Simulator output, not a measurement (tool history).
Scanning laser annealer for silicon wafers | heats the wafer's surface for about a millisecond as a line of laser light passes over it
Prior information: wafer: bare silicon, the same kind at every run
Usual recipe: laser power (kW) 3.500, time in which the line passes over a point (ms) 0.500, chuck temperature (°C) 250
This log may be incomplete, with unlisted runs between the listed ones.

run	day	laser power (kW)	time in which the line passes over a point (ms)	chuck temperature (°C)	highest temperature of the surface (°C)
1	0.000	3.500	0.500	250	1040
2	1.104	3.500	0.500	250	1033
3	2.633	3.500	0.500	250	1036
4	3.408	3.500	0.500	250	1032
5	4.888	3.500	0.500	250	1030
6	6.258	3.500	0.500	250	1032
7	7.175	3.500	0.500	250	1030
8	8.162	3.221	0.500	250	963
9	9.621	3.221	0.416	250	902
# day 10.712: window over the wafer cleaned
10	11.225	3.221	0.416	250	939
11	12.296	3.221	0.416	250	940
12	13.417	3.221	0.416	250	941
13	14.121	3.221	0.416	250	938
14	15.392	3.500	0.500	250	1066
15	16.962	3.500	0.500	250	1065
16	17.983	3.390	0.500	250	1036
17	19.292	3.500	0.503	250	1064
18	19.967	3.500	0.500	250	1063
19	21.529	3.803	0.500	250	1139
20	22.583	3.803	0.500	250	1137
21	23.529	3.500	0.500	272	1078
22	24.592	3.500	0.500	258	1066
23	25.862	3.127	0.500	250	960
24	26.662	3.335	0.526	280	1060
25	27.742	3.335	0.526	280	1062
26	28.621	3.593	0.424	224	991
27	29.796	3.697	0.482	222	1059
28	31.100	3.697	0.482	222	1058
29	32.058	2.999	0.597	231	960
30	32.846	3.500	0.559	250	1089
31	33.492	3.500	0.559	250	1086
32	34.183	3.161	0.530	247	978
33	35.162	3.474	0.520	250	1050
34	35.946	3.474	0.405	259	975
35	37.138	3.712	0.397	247	1008
36	38.304	3.510	0.500	263	1056
37	39.258	3.510	0.432	263	1006
38	40.375	3.510	0.432	263	1007
# day 40.729: optics aligned, line set to its width
39	41.771	3.579	0.500	256	1085

Here are 5 independent what-if runs from the current tool condition. What would each one return?
A	42.933	3.033	0.500	250	?
B	42.933	3.365	0.500	256	?
C	42.933	3.837	0.500	216	?
D	42.933	3.467	0.461	282	?
E	42.933	3.277	0.466	230	?

run	highest temperature of the surface (°C)
A	936
B	1026
C	1105
D	1050
E	951
Without the tool's hidden state the same runs would have given:
run	highest temperature of the surface (°C)
A	962
B	1055
C	1139
D	1079
E	979

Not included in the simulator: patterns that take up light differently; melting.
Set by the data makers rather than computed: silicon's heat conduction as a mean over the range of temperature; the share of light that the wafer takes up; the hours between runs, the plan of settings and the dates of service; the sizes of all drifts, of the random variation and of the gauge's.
